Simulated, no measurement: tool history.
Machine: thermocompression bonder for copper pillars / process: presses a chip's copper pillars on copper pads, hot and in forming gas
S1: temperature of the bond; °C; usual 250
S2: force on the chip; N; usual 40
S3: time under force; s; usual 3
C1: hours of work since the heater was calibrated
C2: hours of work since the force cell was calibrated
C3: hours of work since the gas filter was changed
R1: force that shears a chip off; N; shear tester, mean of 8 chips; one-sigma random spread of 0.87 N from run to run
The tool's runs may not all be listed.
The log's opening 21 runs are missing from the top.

| run | hour | S1 | S2 | S3 | C1 | C2 | C3 | R1 |
|---|---|---|---|---|---|---|---|---|
| 22 | 342.9 | 250 | 54 | 3 | 686 | 516 | 63 | 91.3 |
| 23 | 361.3 | 250 | 54 | 3 | 694 | 525 | 72 | 91.2 |
| 24 | 377.3 | 223 | 39 | 3 | 701 | 532 | 79 | 58.4 |
| 25 | 387.2 | 223 | 37 | 3 | 706 | 537 | 84 | 55.3 |
| 26 | 399.7 | 256 | 53 | 7 | 712 | 542 | 89 | 106.5 |
| 27 | 414.9 | 250 | 40 | 2 | 719 | 549 | 96 | 67.1 |
| 28 | 433.1 | 250 | 25 | 8 | 727 | 558 | 105 | 71.9 |
| 29 | 443.5 | 250 | 25 | 8 | 732 | 562 | 109 | 71.8 |
| 30 | 455.9 | 270 | 26 | 8 | 737 | 568 | 115 | 83.1 |
| 31 | 471.5 | 270 | 57 | 8 | 744 | 575 | 122 | 108.6 |
| 32 | 491.5 | 254 | 38 | 3 | 754 | 584 | 131 | 73.4 |
| 33 | 503.7 | 254 | 38 | 3 | 759 | 590 | 137 | 74.9 |
| 34 | 515.0 | 254 | 37 | 5 | 764 | 595 | 142 | 82.1 |
| 35 | 536.9 | 254 | 37 | 5 | 774 | 605 | 152 | 81.7 |
| 36 | 557.2 | 237 | 55 | 7 | 784 | 614 | 161 | 97.6 |
| 37 | 569.2 | 261 | 26 | 2 | 789 | 620 | 167 | 51.5 |
| 38 | 588.8 | 250 | 40 | 2 | 798 | 629 | 176 | 65.9 |
| 39 | 610.6 | 250 | 40 | 2 | 808 | 639 | 186 | 64.4 |

Forecast each of these 4 alternatives for the next run:
| A | 621.2 | 242 | 50 | 6 | 813 | 644 | 191 | ? |
| B | 621.2 | 236 | 40 | 3 | 813 | 644 | 191 | ? |
| C | 621.2 | 223 | 45 | 2 | 813 | 644 | 191 | ? |
| D | 621.2 | 258 | 51 | 6 | 813 | 644 | 191 | ? |

| run | R1 |
|---|---|
| A | 91.1 |
| B | 62.9 |
| C | 55.0 |
| D | 98.2 |
Had the tool no hidden state, the same runs would have come out as:
| run | R1 |
|---|---|
| A | 100.6 |
| B | 71.4 |
| C | 62.8 |
| D | 107.3 |
